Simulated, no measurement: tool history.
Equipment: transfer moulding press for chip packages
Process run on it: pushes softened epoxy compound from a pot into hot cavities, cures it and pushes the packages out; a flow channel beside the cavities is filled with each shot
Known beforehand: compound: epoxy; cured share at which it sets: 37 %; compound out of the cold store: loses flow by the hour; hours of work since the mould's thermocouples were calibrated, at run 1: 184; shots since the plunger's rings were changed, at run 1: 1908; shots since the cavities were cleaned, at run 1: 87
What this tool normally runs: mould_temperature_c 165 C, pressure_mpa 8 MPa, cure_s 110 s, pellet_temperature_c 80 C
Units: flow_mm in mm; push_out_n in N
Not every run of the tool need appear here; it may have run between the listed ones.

run	hour	mould_temperature_c	pressure_mpa	cure_s	pellet_temperature_c	hours of work since the mould's thermocouples were calibrated	shots since the plunger's rings were changed	shots since the cavities were cleaned	incoming compound's hours out of the cold store	flow_mm	push_out_n
1	0	165	8	110	80	184	1908	87	21.9	891	267
2	56.9	165	8	110	80	212	2361	540	28.9	844	326
# hour 85.4: cavities cleaned with cleaning compound and waxed
3	109.8	165	8	110	72	237	2771	194	47.1	786	286
# hour 181.8: cavities cleaned with cleaning compound and waxed
4	191.2	165	8	110	72	276	3407	74	8.5	904	291
5	240.4	165	8	110	72	300	3799	466	31.7	821	325
# hour 279.7: cavities cleaned with cleaning compound and waxed
6	300.3	165	8	110	72	329	4265	164	32.8	810	291
# hour 377.9: mould's thermocouples calibrated
# hour 379.4: cavities cleaned with cleaning compound and waxed
7	389.1	165	8	110	71	5	4944	77	22.3	832	300
8	437.5	165	8	110	71	28	5329	462	24.1	828	327
# hour 478: cavities cleaned with cleaning compound and waxed
9	490.8	165	8	110	80	54	5743	102	14.4	866	293
10	530.8	165	8	110	80	73	6061	420	44.7	745	323
# hour 572: cavities cleaned with cleaning compound and waxed
# hour 586: plunger's sealing rings changed
11	617.3	165	8	110	80	114	249	341	24.9	896	325
# hour 667.8: cavities cleaned with cleaning compound and waxed
12	700.9	165	8	110	80	154	903	263	17.5	929	301
# hour 763.7: cavities cleaned with cleaning compound and waxed
13	763.7	165	8	110	80	184	1391	0	13.1	941	282
# hour 813.6: mould's thermocouples calibrated, once more
14	831.1	165	9.97	115	80	9	1913	522	38.8	906	291
# hour 862.4: cavities cleaned with cleaning compound and waxed
15	871.9	165	9.97	115	80	28	2225	75	45.8	900	230
# hour 960.1: cavities cleaned with cleaning compound and waxed
16	965.7	165	9.97	115	80	73	2961	45	33.1	935	245
17	1006.2	165	9.97	115	80	93	3284	368	47.6	871	278
# hour 1055.8: cavities cleaned with cleaning compound and waxed
18	1055.8	165	8	110	74	116	3667	0	35.7	812	257
19	1109.6	165	8	141	70	142	4095	428	19.6	871	248
# hour 1156.4: cavities cleaned with cleaning compound and waxed
20	1192.9	168	8	110	81	182	4747	291	40.6	775	273
21	1234	168	8	107	81	203	5074	618	33.8	781	301
# hour 1257.1: cavities cleaned with cleaning compound and waxed
22	1304.7	159	7.49	142	85	236	5626	380	10.5	864	286
# hour 1353.3: cavities cleaned with cleaning compound and waxed
23	1395.9	164	7.61	142	85	280	6340	339	25.1	795	244
# hour 1416.1: plunger's sealing rings changed
24	1444.8	165	7.84	118	87	303	229	709	17.7	926	308
# hour 1450.8: cavities cleaned with cleaning compound and waxed
25	1521.9	165	6.07	110	86	340	831	566	39.8	728	315
# hour 1550.8: cavities cleaned with cleaning compound and waxed
# hour 1579.4: mould's thermocouples calibrated
26	1596.7	165	8.75	93	80	8	1399	349	8.9	991	429

What if the next run were any one of these 4? Each begins from the tool's condition after run 26:
# hour 1650.7: cavities cleaned with cleaning compound and waxed
A	1651.2	165	7.3	93	80	34	1821	4	13.1	?	?
# hour 1650.7: cavities cleaned with cleaning compound and waxed
B	1651.2	159	8	97	80	34	1821	4	9.7	?	?
# hour 1650.7: cavities cleaned with cleaning compound and waxed
C	1651.2	165	8.75	103	87	34	1821	4	47	?	?
# hour 1650.7: cavities cleaned with cleaning compound and waxed
D	1651.2	170	8.75	93	80	34	1821	4	28.6	?	?

run	flow_mm	push_out_n
A	895	356
B	951	519
C	832	254
D	895	256
The same runs, with their run-to-run variation unchanged, on a tool lacking any hidden condition would have given:
run	flow_mm	push_out_n
A	923	348
B	980	508
C	858	248
D	923	251

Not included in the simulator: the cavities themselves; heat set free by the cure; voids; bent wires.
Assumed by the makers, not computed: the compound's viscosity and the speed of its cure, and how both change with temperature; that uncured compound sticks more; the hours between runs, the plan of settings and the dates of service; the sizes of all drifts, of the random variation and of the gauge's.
